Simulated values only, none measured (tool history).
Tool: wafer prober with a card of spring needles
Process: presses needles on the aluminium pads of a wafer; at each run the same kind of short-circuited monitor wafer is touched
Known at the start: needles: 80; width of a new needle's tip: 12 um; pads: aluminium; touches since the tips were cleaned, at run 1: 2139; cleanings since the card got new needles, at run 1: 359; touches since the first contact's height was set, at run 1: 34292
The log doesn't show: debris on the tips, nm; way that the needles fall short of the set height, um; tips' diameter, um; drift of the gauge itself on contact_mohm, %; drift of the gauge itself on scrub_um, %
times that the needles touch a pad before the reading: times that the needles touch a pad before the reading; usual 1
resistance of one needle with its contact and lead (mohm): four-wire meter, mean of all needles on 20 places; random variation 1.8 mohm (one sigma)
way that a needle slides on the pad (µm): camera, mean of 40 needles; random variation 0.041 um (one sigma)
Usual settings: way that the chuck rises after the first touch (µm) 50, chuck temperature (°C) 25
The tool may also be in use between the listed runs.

run,day,way that the chuck rises after the first touch (µm),chuck temperature (°C),times that the needles touch a pad before the reading,touches since the tips were cleaned,cleanings since the card got new needles,touches since the first contact's height was set,resistance of one needle with its contact and lead (mohm),way that a needle slides on the pad (µm)
1,0.000,50,25,1,2139,359,34292,502,11.58
# day 0.075: tips cleaned on abrasive film
# day 0.362: tips cleaned on abrasive film
# day 0.721: tips cleaned on abrasive film
# day 1.083: tips cleaned on abrasive film
# day 1.442: tips cleaned on abrasive film
# day 1.942: card fitted with new needles
# day 2.229: tips cleaned on abrasive film
2,2.392,50,25,1,1423,1,3897,274,11.73
# day 2.542: tips cleaned on abrasive film
# day 2.900: tips cleaned on abrasive film
# day 3.258: tips cleaned on abrasive film
# day 3.617: tips cleaned on abrasive film
# day 3.979: tips cleaned on abrasive film
# day 4.267: tips cleaned on abrasive film
# day 4.625: tips cleaned on abrasive film
# day 4.983: tips cleaned on abrasive film
# day 5.342: tips cleaned on abrasive film
# day 5.633: tips cleaned on abrasive film
# day 5.992: tips cleaned on abrasive film
# day 6.279: tips cleaned on abrasive film
3,6.350,50,25,1,597,13,37884,231,11.49
# day 6.638: tips cleaned on abrasive film
# day 6.996: tips cleaned on abrasive film
# day 7.354: tips cleaned on abrasive film
# day 7.642: tips cleaned on abrasive film
# day 8.004: tips cleaned on abrasive film
# day 8.292: tips cleaned on abrasive film
# day 8.650: tips cleaned on abrasive film
# day 8.938: tips cleaned on abrasive film
# day 9.021: height of the first contact set anew
4,9.142,50,25,1,1672,21,1054,287,11.77
# day 9.292: tips cleaned on abrasive film
# day 9.650: tips cleaned on abrasive film
# day 10.008: tips cleaned on abrasive film
# day 10.367: tips cleaned on abrasive film
# day 10.729: tips cleaned on abrasive film
# day 11.088: tips cleaned on abrasive film
# day 11.375: tips cleaned on abrasive film
# day 11.733: tips cleaned on abrasive film
# day 12.096: tips cleaned on abrasive film
# day 12.454: tips cleaned on abrasive film
# day 12.812: tips cleaned on abrasive film
# day 13.100: tips cleaned on abrasive film
5,13.196,50,32,1,834,33,35896,263,11.62
# day 13.412: tips cleaned on abrasive film
# day 13.775: tips cleaned on abrasive film
# day 14.062: tips cleaned on abrasive film
# day 14.421: tips cleaned on abrasive film
# day 14.708: tips cleaned on abrasive film
# day 15.067: tips cleaned on abrasive film
# day 15.429: tips cleaned on abrasive film
# day 15.788: tips cleaned on abrasive film
# day 16.083: height of the first contact set anew
# day 16.158: tips cleaned on abrasive film
# day 16.517: tips cleaned on abrasive film
# day 16.879: tips cleaned on abrasive film
# day 17.212: tips cleaned on abrasive film
6,17.212,50,25,1,0,45,9679,196,11.68
# day 17.571: tips cleaned on abrasive film
# day 17.933: tips cleaned on abrasive film
# day 18.292: tips cleaned on abrasive film
# day 18.650: tips cleaned on abrasive film
# day 19.008: tips cleaned on abrasive film
# day 19.346: tips cleaned on abrasive film
7,19.346,50,86,1,0,51,28014,210,11.58
# day 19.633: tips cleaned on abrasive film
# day 19.992: tips cleaned on abrasive film
# day 20.279: tips cleaned on abrasive film
# day 20.638: tips cleaned on abrasive film
# day 21.000: tips cleaned on abrasive film
# day 21.358: tips cleaned on abrasive film
# day 21.646: tips cleaned on abrasive film
8,21.858,50,86,2,1832,58,49633,274,11.58
# day 22.004: tips cleaned on abrasive film
# day 22.362: tips cleaned on abrasive film
# day 22.650: tips cleaned on abrasive film
# day 23.008: tips cleaned on abrasive film
# day 23.167: height of the first contact set anew
# day 23.383: tips cleaned on abrasive film
# day 23.671: tips cleaned on abrasive film
# day 24.029: tips cleaned on abrasive film
# day 24.388: tips cleaned on abrasive film
# day 24.679: tips cleaned on abrasive film
# day 25.038: tips cleaned on abrasive film
# day 25.325: tips cleaned on abrasive film
9,25.396,56,111,1,611,69,19161,252,12.99
# day 25.683: tips cleaned on abrasive film
# day 26.042: tips cleaned on abrasive film
# day 26.404: tips cleaned on abrasive film
# day 26.762: tips cleaned on abrasive film
# day 27.121: tips cleaned on abrasive film
# day 27.479: tips cleaned on abrasive film
10,27.500,56,52,1,185,75,37278,214,12.85
# day 27.792: tips cleaned on abrasive film
# day 28.150: tips cleaned on abrasive film
# day 28.508: tips cleaned on abrasive film
# day 28.867: tips cleaned on abrasive film
# day 29.158: tips cleaned on abrasive film
# day 29.517: tips cleaned on abrasive film
# day 29.875: tips cleaned on abrasive film
11,30.129,56,52,1,2223,82,59906,323,12.89
# day 30.208: tips cleaned on abrasive film
# day 30.292: height of the first contact set anew
# day 30.579: tips cleaned on abrasive film
# day 30.867: tips cleaned on abrasive film
# day 31.225: tips cleaned on abrasive film
# day 31.583: tips cleaned on abrasive film
# day 31.875: tips cleaned on abrasive film
# day 32.233: tips cleaned on abrasive film
# day 32.592: tips cleaned on abrasive film
# day 32.950: tips cleaned on abrasive film
# day 33.312: tips cleaned on abrasive film
12,33.500,56,52,1,1639,92,27608,290,13.07
# day 33.646: tips cleaned on abrasive film
# day 34.004: tips cleaned on abrasive film
# day 34.362: tips cleaned on abrasive film
# day 34.725: tips cleaned on abrasive film
# day 35.083: tips cleaned on abrasive film
# day 35.442: tips cleaned on abrasive film
# day 35.729: tips cleaned on abrasive film
# day 36.092: tips cleaned on abrasive film
# day 36.450: tips cleaned on abrasive film
# day 36.808: tips cleaned on abrasive film
13,36.838,56,52,1,260,102,56310,233,12.86
# day 37.125: tips cleaned on abrasive film
# day 37.354: height of the first contact set anew
# day 37.429: tips cleaned on abrasive film
# day 37.788: tips cleaned on abrasive film
# day 38.146: tips cleaned on abrasive film
# day 38.433: tips cleaned on abrasive film
14,38.588,34,93,1,1333,107,10608,416,7.90
# day 38.733: tips cleaned on abrasive film
# day 39.092: tips cleaned on abrasive film
# day 39.454: tips cleaned on abrasive film
# day 39.812: tips cleaned on abrasive film
# day 40.171: tips cleaned on abrasive film
# day 40.529: tips cleaned on abrasive film
# day 40.892: tips cleaned on abrasive film
# day 41.250: tips cleaned on abrasive film
# day 41.608: tips cleaned on abrasive film
# day 41.967: tips cleaned on abrasive film
15,42.225,34,93,2,2232,117,41899,423,7.78
# day 42.300: tips cleaned on abrasive film
# day 42.588: tips cleaned on abrasive film
# day 42.946: tips cleaned on abrasive film
# day 43.238: tips cleaned on abrasive film
# day 43.596: tips cleaned on abrasive film
# day 43.883: tips cleaned on abrasive film
# day 44.171: tips cleaned on abrasive film
# day 44.467: height of the first contact set anew
# day 44.546: tips cleaned on abrasive film
# day 44.833: tips cleaned on abrasive film
# day 45.192: tips cleaned on abrasive film
# day 45.550: tips cleaned on abrasive film
# day 45.908: tips cleaned on abrasive film
# day 46.271: tips cleaned on abrasive film
16,46.292,34,93,2,186,130,15645,254,7.91

4 ways to go on from here, each from the tool as it stands after run 16. What would each give?
# day 46.579: tips cleaned on abrasive film
# day 46.938: tips cleaned on abrasive film
# day 47.300: tips cleaned on abrasive film
# day 47.658: tips cleaned on abrasive film
# day 48.017: tips cleaned on abrasive film
A,48.188,34,93,1,1482,135,31967,?,?
# day 46.579: tips cleaned on abrasive film
# day 46.938: tips cleaned on abrasive film
# day 47.300: tips cleaned on abrasive film
# day 47.658: tips cleaned on abrasive film
# day 48.017: tips cleaned on abrasive film
B,48.188,36,93,2,1482,135,31967,?,?
# day 46.579: tips cleaned on abrasive film
# day 46.938: tips cleaned on abrasive film
# day 47.300: tips cleaned on abrasive film
# day 47.658: tips cleaned on abrasive film
# day 48.017: tips cleaned on abrasive film
C,48.188,44,101,2,1482,135,31967,?,?
# day 46.579: tips cleaned on abrasive film
# day 46.938: tips cleaned on abrasive film
# day 47.300: tips cleaned on abrasive film
# day 47.658: tips cleaned on abrasive film
# day 48.017: tips cleaned on abrasive film
D,48.188,68,103,1,1482,135,31967,?,?

run,resistance of one needle with its contact and lead (mohm),way that a needle slides on the pad (µm)
A,464,7.84
B,345,8.26
C,299,10.10
D,272,15.85
Without the tool's hidden state the same runs would have given:
run,resistance of one needle with its contact and lead (mohm),way that a needle slides on the pad (µm)
A,204,8.01
B,203,8.43
C,203,10.27
D,199,16.02

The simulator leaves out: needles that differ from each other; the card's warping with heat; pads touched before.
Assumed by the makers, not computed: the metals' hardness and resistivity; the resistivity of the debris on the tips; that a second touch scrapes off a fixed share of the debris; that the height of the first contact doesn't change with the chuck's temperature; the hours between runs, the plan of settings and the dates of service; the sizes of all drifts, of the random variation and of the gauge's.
